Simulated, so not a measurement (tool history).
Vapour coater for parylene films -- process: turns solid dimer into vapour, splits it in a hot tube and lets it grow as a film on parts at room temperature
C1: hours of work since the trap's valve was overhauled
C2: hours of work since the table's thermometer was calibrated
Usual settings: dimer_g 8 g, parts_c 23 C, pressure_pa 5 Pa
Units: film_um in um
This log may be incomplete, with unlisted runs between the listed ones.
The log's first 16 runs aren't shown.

Run 17, hour 900.7: usual settings; C1 108; C2 1316. Result: film_um 5.63 um.
Run 18, hour 971.3: usual settings but pressure_pa 9.25 Pa; C1 137; C2 1345. Result: film_um 5.29 um.
Run 19, hour 1039.7: usual settings but pressure_pa 9.25 Pa; C1 165; C2 1372. Result: film_um 5.31 um.
Run 20, hour 1104.3: usual settings but parts_c 25 C; C1 191; C2 1399. Result: film_um 5.12 um.
Run 21, hour 1159.1: usual settings but parts_c 18 C; C1 213; C2 1421. Result: film_um 6.93 um.
Run 22, hour 1204.5: usual settings but parts_c 18 C; C1 232; C2 1439. Result: film_um 6.92 um.
Run 23, hour 1264: usual settings but parts_c 18 C; C1 256; C2 1463. Result: film_um 6.93 um.
Run 24, hour 1298.7: usual settings; C1 270; C2 1478. Result: film_um 5.54 um.
Run 25, hour 1336.2: usual settings; C1 285; C2 1493. Result: film_um 5.51 um.
Run 26, hour 1375: usual settings but dimer_g 11 g, parts_c 21 C; C1 301; C2 1509. Result: film_um 8.28 um.
Run 27, hour 1439.5: usual settings but dimer_g 11 g, parts_c 21 C; C1 327; C2 1535. Result: film_um 8.22 um.
Run 28, hour 1510.2: usual settings but dimer_g 13 g, parts_c 27 C, pressure_pa 4.5 Pa; C1 356; C2 1564. Result: film_um 7.53 um.
At hour 1532.5: table's thermometer calibrated.
Run 29, hour 1556.9: usual settings but dimer_g 13 g, parts_c 27 C, pressure_pa 4.5 Pa; C1 374; C2 10. Result: film_um 7.49 um.
Run 30, hour 1618: usual settings but pressure_pa 7.67 Pa; C1 399; C2 35. Result: film_um 5.25 um.
Run 31, hour 1668: usual settings but parts_c 29 C, pressure_pa 4.56 Pa; C1 419; C2 55. Result: film_um 4.21 um.
Run 32, hour 1735.2: usual settings but parts_c 19 C, pressure_pa 4.56 Pa; C1 447; C2 82. Result: film_um 6.56 um.
Run 33, hour 1791.4: usual settings but dimer_g 7 g, parts_c 24 C, pressure_pa 3.91 Pa; C1 470; C2 105. Result: film_um 4.64 um.
At hour 1795.4: table's thermometer calibrated, once more.
Run 34, hour 1864.4: usual settings but dimer_g 5 g, pressure_pa 3.24 Pa; C1 499; C2 28. Result: film_um 3.46 um.
Run 35, hour 1928.4: usual settings but dimer_g 5 g, pressure_pa 3.24 Pa; C1 525; C2 54. Result: film_um 3.46 um.
At hour 1962.3: trap's valve overhauled.
Run 36, hour 1968: usual settings but dimer_g 10 g, parts_c 19 C, pressure_pa 7.54 Pa; C1 2; C2 68. Result: film_um 8.23 um.

What will run 37 give?
Run 37, hour 2015.6: usual settings but dimer_g 3 g, parts_c 29 C, pressure_pa 7.54 Pa; C1 22; C2 88. Result: film_um ?.

film_um: 1.57 um
Without the tool's hidden state the same run would have given film_um 1.56 um.
